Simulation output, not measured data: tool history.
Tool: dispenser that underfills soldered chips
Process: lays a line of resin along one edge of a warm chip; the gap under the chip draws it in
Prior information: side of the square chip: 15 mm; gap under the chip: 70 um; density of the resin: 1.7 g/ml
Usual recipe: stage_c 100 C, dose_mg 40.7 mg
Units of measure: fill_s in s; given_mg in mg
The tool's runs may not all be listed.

run   hour  stage_c  dose_mg  fill_s  given_mg
  1      0      100     40.7   132.7     40.63
       8.1  -- new syringe of resin
  2   12.8      100     40.7   121.7     40.61
  3   21.8      100     40.7   151.9     40.48
      24.8  -- new syringe of resin
  4   32.2      106     40.7   109.3     40.15
      42.1  -- new syringe of resin
  5   44.2      106     40.7    99.6     40.27
  6   50.7       86     40.7     201        40
      58.8  -- new syringe of resin
  7   62.6       86     40.7     175     39.87
  8   72.9       86     42.9   226.7     41.98
      75.7  -- new syringe of resin
  9   84.4      100     41.7   137.8      40.5
 10   91.4      100     45.7   162.6     44.26
      92.7  -- new syringe of resin
     101.2  -- dispensing valve cleaned and set on the balance
 11  102.1      100     45.7   127.8     45.83
 12  107.5      100     45.7   148.9     45.54
     111.1  -- new syringe of resin
 13    120      100     45.7   135.1     45.31
     127.9  -- new syringe of resin
 14    130       86     45.7   158.8     45.23
 15  136.7       86     45.7   196.7     45.27
     144.4  -- new syringe of resin
 16  148.6       86     45.7   174.8     45.18
 17  158.5       86     45.7   225.5     44.83
     160.9  -- new syringe of resin
 18  166.3      114     37.6    86.6     36.72
 19  176.2      100     35.3   165.9     34.61
     177.6  -- new syringe of resin
 20    185       95     49.7     146     48.55
 21  190.9       95     49.7   169.2     48.46
     194.6  -- new syringe of resin
 22  200.6      103     37.1   116.9     36.32
     209.8  -- stage's temperature calibrated
 23  210.9       89     37.2   229.6     36.23
     212.4  -- new syringe of resin
     221.5  -- dispensing valve cleaned and set on the balance
 24  223.5       89     37.2     196     37.21
       230  -- new syringe of resin
 25    230       89       50   147.9     49.79
 26    242       89       50   199.5     49.32
     247.3  -- new syringe of resin
 27  248.7       89       50   150.1     49.42
 28  254.6      111     50.6    99.8     50.07
 29  260.3      111     50.6   115.1     49.99
     264.2  -- new syringe of resin
 30  270.2       88     47.2   173.1     46.55
     281.6  -- new syringe of resin
 31  282.6       88     47.2   156.8     46.52
 32  295.6       88     47.2   221.1     46.63
     298.7  -- new syringe of resin
 33  306.4       88     47.2   186.5     45.75
 34  311.8       94     36.1   188.2     35.08

Subtracting, for every run, the result it would have given without the tool's unlogged condition from the measured result gives the following. The same run-to-run variation enters both numbers; the gauge's scatter may not:
The hidden state here: resin's viscosity, % of fresh resin's; dose that the valve gives, % of what is set; true chip temperature over the reading, C; drift of the gauge itself on fill_s, %; drift of the gauge itself on given_mg, %.
run  fill_s  given_mg
  1   +25.1     -0.19
  2     +10     -0.31
  3   +42.3     -0.41
  4   +15.9     -0.52
  5    +4.3     -0.67
  6   +39.1     -0.75
  7     +12     -0.89
  8   +66.4     -1.08
  9     +26     -1.18
 10   +53.2     -1.37
 11   +20.9        +0
 12   +41.1     -0.07
 13     +25     -0.25
 14    +1.3     -0.38
 15   +33.6     -0.46
 16   +13.7     -0.63
 17   +65.7     -0.77
 18    +8.7      -0.7
 19   +51.3     -0.77
 20   +20.1      -1.2
 21   +44.6     -1.27
 22   +14.9     -1.05
 23   +80.1     -1.15
 24   +45.7     -0.07
 25    -0.1     -0.18
 26   +54.7     -0.36
 27    +5.7     -0.44
 28   +17.7     -0.53
 29   +33.9     -0.62
 30     +21     -0.69
 31    +4.7     -0.85
 32   +69.4     -1.05
 33   +34.6     -1.17
 34   +56.2     -0.95
